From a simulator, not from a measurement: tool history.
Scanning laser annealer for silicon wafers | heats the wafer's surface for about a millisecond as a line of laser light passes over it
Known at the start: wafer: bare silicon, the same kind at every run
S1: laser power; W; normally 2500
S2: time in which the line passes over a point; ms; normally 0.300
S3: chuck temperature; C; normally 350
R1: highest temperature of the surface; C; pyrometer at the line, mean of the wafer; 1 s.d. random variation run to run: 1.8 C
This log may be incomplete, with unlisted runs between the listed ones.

run    hour    S1     S2   S3    R1
  1     0.0  2500  0.300  350  1051
  2    65.3  2500  0.300  350  1048
  3   144.2  2500  0.300  350  1050
  4   184.2  2500  0.300  350  1050
  5   217.6  2500  0.300  350  1051
  6   269.3  2500  0.300  350  1050
  7   335.0  2623  0.300  350  1083
  8   371.0  2623  0.300  350  1081
  9   443.4  2500  0.300  350  1049
 10   499.3  2500  0.300  350  1051
 11   563.3  2500  0.300  350  1051
 12   614.2  2500  0.300  350  1049
 13   656.5  2500  0.300  350  1047
 14   711.6  2500  0.300  350  1051
 15   771.6  2637  0.300  350  1082
 16   833.7  2637  0.305  350  1092
 17   909.0  2637  0.305  350  1093
 18   943.2  2637  0.305  350  1089
 19  1007.0  2637  0.305  350  1092
 20  1054.3  2637  0.305  342  1080
 21  1119.1  2637  0.305  342  1082
 22  1182.8  2263  0.368  314  1026
 23  1259.3  2500  0.329  366  1099
 24  1309.3  2346  0.316  350  1028
 25  1365.7  2292  0.316  329   994
 26  1436.9  2668  0.255  350  1026
 27  1495.3  2668  0.255  387  1066
     1532.8  -- window over the wafer cleaned
 28  1567.9  2500  0.221  345   938
 29  1615.6  2317  0.300  350  1001
 30  1665.9  2707  0.324  350  1136
 31  1739.8  2202  0.328  350  1003
 32  1818.2  2500  0.245  315   943
 33  1854.6  2500  0.245  315   942
 34  1911.2  2721  0.223  350   992
 35  1977.4  2288  0.223  354   905
 36  2049.9  2542  0.355  354  1136
 37  2119.5  2542  0.355  354  1131
 38  2154.8  2152  0.300  373   983
 39  2197.7  2152  0.300  373   985
     2220.4  -- optics aligned, line set to its width
 40  2265.5  2152  0.236  325   862
 41  2311.9  2266  0.218  364   903

Alternative continuations, all from the tool just after run 41; predict every row:
  A  2387.2  2748  0.211  315   ?
  B  2387.2  2500  0.267  350   ?
  C  2387.2  2641  0.329  350   ?

run    R1
  A   948
  B  1005
  C  1129
What these runs would have given with no unlogged condition in the tool:
run    R1
  A   949
  B  1006
  C  1129

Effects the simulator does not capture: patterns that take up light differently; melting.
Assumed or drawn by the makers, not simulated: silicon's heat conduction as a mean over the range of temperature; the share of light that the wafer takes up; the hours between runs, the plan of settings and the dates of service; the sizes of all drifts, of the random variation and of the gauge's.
